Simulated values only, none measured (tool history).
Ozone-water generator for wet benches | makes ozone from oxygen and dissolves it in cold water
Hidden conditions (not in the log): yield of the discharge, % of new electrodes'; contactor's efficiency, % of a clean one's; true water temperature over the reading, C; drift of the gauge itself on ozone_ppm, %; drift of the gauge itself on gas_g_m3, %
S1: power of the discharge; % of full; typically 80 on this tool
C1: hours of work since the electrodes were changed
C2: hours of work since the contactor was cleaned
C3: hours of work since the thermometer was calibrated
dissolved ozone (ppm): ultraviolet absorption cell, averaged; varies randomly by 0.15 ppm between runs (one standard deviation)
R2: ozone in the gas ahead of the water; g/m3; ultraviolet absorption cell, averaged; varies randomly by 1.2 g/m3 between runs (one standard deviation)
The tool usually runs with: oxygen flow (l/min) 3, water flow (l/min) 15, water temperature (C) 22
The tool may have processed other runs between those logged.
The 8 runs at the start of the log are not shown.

Run 9, day 40.971: usual settings but water flow (l/min) 17; C1 2437; C2 6081; C3 471. Result: dissolved ozone (ppm) 15, R2 221.1 g/m3.
Run 10, day 45.75: usual settings but water flow (l/min) 17; C1 2539; C2 6183; C3 572. Result: dissolved ozone (ppm) 14.7, R2 221 g/m3.
Run 11, day 53.533: usual settings but water flow (l/min) 17; C1 2704; C2 6348; C3 738. Result: dissolved ozone (ppm) 14.9, R2 219.4 g/m3.
Run 12, day 58.575: usual settings but water flow (l/min) 17; C1 2811; C2 6455; C3 845. Result: dissolved ozone (ppm) 14.9, R2 218.6 g/m3.
Run 13, day 65.946: usual settings but oxygen flow (l/min) 1.93; C1 2968; C2 6612; C3 1002. Result: dissolved ozone (ppm) 15, R2 262.8 g/m3.
Run 14, day 73.788: usual settings but oxygen flow (l/min) 1.93, water flow (l/min) 13; C1 3135; C2 6779; C3 1168. Result: dissolved ozone (ppm) 16.8, R2 258.7 g/m3.
Run 15, day 81.279: usual settings but water temperature (C) 15; C1 3294; C2 6938; C3 1328. Result: dissolved ozone (ppm) 17.4, R2 218 g/m3.
Run 16, day 85.025: usual settings but oxygen flow (l/min) 4.33, water temperature (C) 15; C1 3374; C2 7018; C3 1407. Result: dissolved ozone (ppm) 18.9, R2 184.5 g/m3.
Run 17, day 89.862: usual settings but oxygen flow (l/min) 4.33, water temperature (C) 15; C1 3477; C2 7121; C3 1510. Result: dissolved ozone (ppm) 18.9, R2 185.6 g/m3.
Run 18, day 96.154: usual settings but S1 46 % of full, oxygen flow (l/min) 5.35; C1 3611; C2 7254; C3 1644. Result: dissolved ozone (ppm) 12.5, R2 123.5 g/m3.
Run 19, day 99.767: usual settings but S1 59 % of full, oxygen flow (l/min) 5.35, water temperature (C) 26; C1 3687; C2 7331; C3 1721. Result: dissolved ozone (ppm) 13.3, R2 143 g/m3.
Run 20, day 103.833: usual settings but S1 48 % of full, oxygen flow (l/min) 3.33, water temperature (C) 20; C1 3774; C2 7418; C3 1807. Result: dissolved ozone (ppm) 12.7, R2 154.8 g/m3.
Run 21, day 110.438: usual settings but S1 44 % of full, oxygen flow (l/min) 2.75, water temperature (C) 25; C1 3914; C2 7558; C3 1948. Result: dissolved ozone (ppm) 11, R2 160.4 g/m3.
At day 111.058: contactor cleaned.
Run 22, day 114.912: usual settings but S1 44 % of full, oxygen flow (l/min) 2.77, water flow (l/min) 11, water temperature (C) 16; C1 4006; C2 82; C3 2039. Result: dissolved ozone (ppm) 14.9, R2 160 g/m3.
Run 23, day 119.817: usual settings but S1 44 % of full, oxygen flow (l/min) 2.77, water flow (l/min) 11, water temperature (C) 16; C1 4110; C2 186; C3 2144. Result: dissolved ozone (ppm) 14.7, R2 158.5 g/m3.
Run 24, day 126.579: usual settings but S1 46 % of full, oxygen flow (l/min) 2.77, water flow (l/min) 11, water temperature (C) 24; C1 4254; C2 330; C3 2287. Result: dissolved ozone (ppm) 13.2, R2 162.8 g/m3.
At day 128.058: contactor cleaned, once more.
Run 25, day 131.2: usual settings but S1 81 % of full, oxygen flow (l/min) 4.13, water flow (l/min) 19, water temperature (C) 19; C1 4349; C2 67; C3 2382. Result: dissolved ozone (ppm) 16, R2 188.5 g/m3.
Run 26, day 135.225: usual settings but S1 65 % of full, water temperature (C) 17; C1 4434; C2 152; C3 2468. Result: dissolved ozone (ppm) 16.5, R2 190.8 g/m3.
Run 27, day 142.404: usual settings but S1 46 % of full, water temperature (C) 17; C1 4587; C2 305; C3 2620. Result: dissolved ozone (ppm) 13.8, R2 158.6 g/m3.
Run 28, day 146.646: usual settings but S1 50 % of full, water flow (l/min) 17, water temperature (C) 27; C1 4677; C2 395; C3 2711. Result: dissolved ozone (ppm) 11.3, R2 164.7 g/m3.
Run 29, day 150.075: usual settings but S1 50 % of full, oxygen flow (l/min) 2.47, water flow (l/min) 12, water temperature (C) 29; C1 4750; C2 468; C3 2783. Result: dissolved ozone (ppm) 13.9, R2 178.9 g/m3.
Run 30, day 155.325: usual settings but S1 50 % of full, oxygen flow (l/min) 4.38, water flow (l/min) 9, water temperature (C) 29; C1 4862; C2 580; C3 2895. Result: dissolved ozone (ppm) 16.4, R2 139.6 g/m3.
Run 31, day 161.096: usual settings but S1 87 % of full, oxygen flow (l/min) 2.1, water flow (l/min) 9, water temperature (C) 29; C1 4985; C2 703; C3 3018. Result: dissolved ozone (ppm) 22.9, R2 259.5 g/m3.
Run 32, day 167.471: usual settings but S1 87 % of full, oxygen flow (l/min) 2.1, water flow (l/min) 12, water temperature (C) 29; C1 5120; C2 838; C3 3153. Result: dissolved ozone (ppm) 18.5, R2 259.5 g/m3.
Run 33, day 171.25: usual settings but S1 87 % of full, oxygen flow (l/min) 2.1, water flow (l/min) 12, water temperature (C) 29; C1 5200; C2 919; C3 3234. Result: dissolved ozone (ppm) 18.3, R2 259.7 g/m3.

Below are 3 alternative next runs, each starting from the tool's condition after run 33. Predict each:
Run A, day 176.846: usual settings but S1 75 % of full; C1 5319; C2 1038; C3 3353. Result: dissolved ozone (ppm) ?, R2 ?.
Run B, day 176.846: usual settings but water temperature (C) 24; C1 5319; C2 1038; C3 3353. Result: dissolved ozone (ppm) ?, R2 ?.
Run C, day 176.846: usual settings but S1 83 % of full, oxygen flow (l/min) 2.1, water flow (l/min) 12, water temperature (C) 29; C1 5319; C2 1038; C3 3353. Result: dissolved ozone (ppm) ?, R2 ?.

run  dissolved ozone (ppm)     R2
  A                   16.7    206
  B                   16.3  212.5
  C                   17.8  250.9
Take away the tool's hidden state, keep each run's random variation, and the runs would have read:
run  dissolved ozone (ppm)     R2
  A                     18  219.3
  B                   17.7  226.8
  C                   19.3    268
